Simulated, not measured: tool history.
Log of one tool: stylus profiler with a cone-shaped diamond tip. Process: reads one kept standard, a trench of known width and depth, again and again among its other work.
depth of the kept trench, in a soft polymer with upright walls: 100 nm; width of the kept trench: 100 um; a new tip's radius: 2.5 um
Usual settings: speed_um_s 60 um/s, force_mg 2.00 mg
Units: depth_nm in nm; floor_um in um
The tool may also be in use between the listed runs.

| run | hour | speed_um_s | force_mg | depth_nm | floor_um |
|---|---|---|---|---|---|
| 1 | 0.0 | 60 | 2.00 | 100.82 | 97.74 |
| 2 | 23.1 | 60 | 2.00 | 100.84 | 97.68 |
| 3 | 58.0 | 60 | 2.00 | 100.89 | 97.66 |
| 4 | 96.4 | 60 | 2.00 | 100.90 | 97.70 |
| 5 | 142.4 | 60 | 2.00 | 100.85 | 97.62 |
| 6 | 186.0 | 60 | 2.00 | 100.95 | 97.62 |
| 7 | 229.3 | 60 | 2.00 | 101.05 | 97.62 |
| 8 | 254.7 | 60 | 2.00 | 100.92 | 97.61 |
| 9 | 288.1 | 60 | 2.00 | 100.87 | 97.59 |
| 10 | 329.2 | 89 | 2.00 | 100.94 | 97.47 |
| 11 | 351.3 | 60 | 2.00 | 100.91 | 97.55 |
| 12 | 386.7 | 60 | 2.00 | 101.00 | 97.51 |
| 13 | 438.8 | 60 | 2.00 | 100.98 | 97.48 |
| 14 | 492.1 | 60 | 2.00 | 100.97 | 97.54 |
|  | 496.8 | height scale calibrated on a step standard |
| 15 | 521.7 | 60 | 2.00 | 101.13 | 97.53 |
| 16 | 545.2 | 30 | 2.00 | 101.19 | 97.56 |
| 17 | 595.8 | 155 | 2.00 | 101.10 | 97.16 |
| 18 | 642.3 | 27 | 0.99 | 100.89 | 97.47 |
| 19 | 685.4 | 24 | 1.73 | 101.11 | 97.57 |
|  | 704.4 | height scale calibrated on a step standard, once more |
| 20 | 713.5 | 72 | 1.25 | 100.36 | 97.31 |
| 21 | 754.2 | 15 | 3.12 | 100.76 | 97.54 |
| 22 | 797.7 | 233 | 4.36 | 101.02 | 97.05 |
| 23 | 839.2 | 77 | 2.76 | 100.73 | 97.37 |
| 24 | 882.0 | 15 | 1.75 | 100.64 | 97.49 |
| 25 | 913.4 | 15 | 1.75 | 100.55 | 97.52 |
| 26 | 960.0 | 169 | 0.75 | 100.29 | 96.56 |
| 27 | 996.6 | 169 | 0.75 | 100.34 | 96.51 |
|  | 1011.3 | new tip fitted, height scale calibrated |
| 28 | 1047.6 | 169 | 0.75 | 100.26 | 97.63 |
| 29 | 1092.1 | 72 | 2.54 | 100.70 | 98.38 |
| 30 | 1118.9 | 88 | 3.41 | 100.75 | 98.33 |
| 31 | 1162.6 | 88 | 3.41 | 100.90 | 98.28 |
| 32 | 1203.5 | 21 | 0.78 | 100.33 | 98.39 |
| 33 | 1226.5 | 21 | 1.77 | 100.53 | 98.43 |

The same runs without the tool's hidden state, with the same run-to-run variation:
The hidden state here: radius of the tip, um; height scale over the true one, %; drift of the gauge itself on depth_nm, %; drift of the gauge itself on floor_um, %.
| run | depth_nm | floor_um |
|---|---|---|
| 1 | 100.46 | 98.42 |
| 2 | 100.48 | 98.38 |
| 3 | 100.52 | 98.37 |
| 4 | 100.52 | 98.43 |
| 5 | 100.46 | 98.37 |
| 6 | 100.55 | 98.38 |
| 7 | 100.63 | 98.40 |
| 8 | 100.51 | 98.40 |
| 9 | 100.44 | 98.39 |
| 10 | 100.51 | 98.29 |
| 11 | 100.47 | 98.38 |
| 12 | 100.55 | 98.36 |
| 13 | 100.52 | 98.35 |
| 14 | 100.50 | 98.43 |
| 15 | 100.56 | 98.43 |
| 16 | 100.62 | 98.46 |
| 17 | 100.51 | 98.09 |
| 18 | 100.29 | 98.41 |
| 19 | 100.50 | 98.53 |
| 20 | 100.33 | 98.28 |
| 21 | 100.72 | 98.53 |
| 22 | 100.97 | 98.06 |
| 23 | 100.67 | 98.39 |
| 24 | 100.56 | 98.53 |
| 25 | 100.47 | 98.57 |
| 26 | 100.20 | 97.63 |
| 27 | 100.24 | 97.59 |
| 28 | 100.23 | 97.63 |
| 29 | 100.66 | 98.40 |
| 30 | 100.70 | 98.37 |
| 31 | 100.85 | 98.35 |
| 32 | 100.27 | 98.49 |
| 33 | 100.46 | 98.54 |

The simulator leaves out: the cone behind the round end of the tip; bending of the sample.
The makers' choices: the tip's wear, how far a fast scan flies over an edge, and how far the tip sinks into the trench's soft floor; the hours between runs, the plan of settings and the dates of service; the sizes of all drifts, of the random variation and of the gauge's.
